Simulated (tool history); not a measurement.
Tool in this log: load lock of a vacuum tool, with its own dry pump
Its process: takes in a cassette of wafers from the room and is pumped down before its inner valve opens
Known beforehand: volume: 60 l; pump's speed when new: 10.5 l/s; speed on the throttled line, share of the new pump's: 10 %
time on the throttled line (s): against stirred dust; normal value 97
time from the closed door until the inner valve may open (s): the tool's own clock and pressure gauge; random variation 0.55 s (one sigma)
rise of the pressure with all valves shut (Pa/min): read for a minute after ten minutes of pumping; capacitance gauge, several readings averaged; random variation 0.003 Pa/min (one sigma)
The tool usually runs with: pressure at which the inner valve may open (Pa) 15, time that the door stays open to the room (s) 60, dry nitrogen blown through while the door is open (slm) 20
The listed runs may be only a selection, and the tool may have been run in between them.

| run | hour | time on the throttled line (s) | pressure at which the inner valve may open (Pa) | time that the door stays open to the room (s) | dry nitrogen blown through while the door is open (slm) | incoming humidity of the room's air, % | time from the closed door until the inner valve may open (s) | rise of the pressure with all valves shut (Pa/min) |
|---|---|---|---|---|---|---|---|---|
| 1 | 0.0 | 97 | 15 | 60 | 20 | 44.4 | 142.2 | 0.430 |
| 2 | 235.1 | 97 | 15 | 32 | 20 | 45.4 | 141.3 | 0.450 |
| 3 | 468.0 | 97 | 15 | 32 | 20 | 49.9 | 141.6 | 0.478 |
| 4 | 709.9 | 97 | 22 | 60 | 20 | 44.3 | 138.9 | 0.515 |
| 5 | 853.6 | 97 | 22 | 60 | 20 | 44.0 | 139.9 | 0.532 |
| 6 | 968.2 | 97 | 18 | 60 | 20 | 48.5 | 140.7 | 0.542 |
| 7 | 1145.0 | 69 | 18 | 46 | 20 | 48.4 | 116.0 | 0.565 |
| 8 | 1395.2 | 69 | 18 | 46 | 20 | 46.0 | 116.0 | 0.581 |
| 9 | 1506.1 | 97 | 15 | 46 | 20 | 43.6 | 142.7 | 0.576 |
| 10 | 1685.6 | 52 | 16 | 60 | 20 | 46.9 | 102.0 | 0.619 |
| 11 | 1815.6 | 52 | 16 | 60 | 20 | 42.4 | 102.8 | 0.618 |

Measured result minus the same run's result without the hidden state. Both carry the same run-to-run variation, though not necessarily the same gauge scatter:
Hidden state present: pump's speed, % of a new pump's; leak at the door's seal, Pa l/s; drift of the gauge itself on ready_s, %; drift of the gauge itself on rise_pa_min, %.
| run | time from the closed door until the inner valve may open (s) | rise of the pressure with all valves shut (Pa/min) |
|---|---|---|
| 1 | +3.8 | +0.411 |
| 2 | +3.8 | +0.439 |
| 3 | +3.8 | +0.463 |
| 4 | +3.7 | +0.495 |
| 5 | +3.8 | +0.512 |
| 6 | +4.0 | +0.522 |
| 7 | +4.3 | +0.540 |
| 8 | +4.5 | +0.566 |
| 9 | +4.2 | +0.561 |
| 10 | +4.7 | +0.604 |
| 11 | +4.8 | +0.604 |

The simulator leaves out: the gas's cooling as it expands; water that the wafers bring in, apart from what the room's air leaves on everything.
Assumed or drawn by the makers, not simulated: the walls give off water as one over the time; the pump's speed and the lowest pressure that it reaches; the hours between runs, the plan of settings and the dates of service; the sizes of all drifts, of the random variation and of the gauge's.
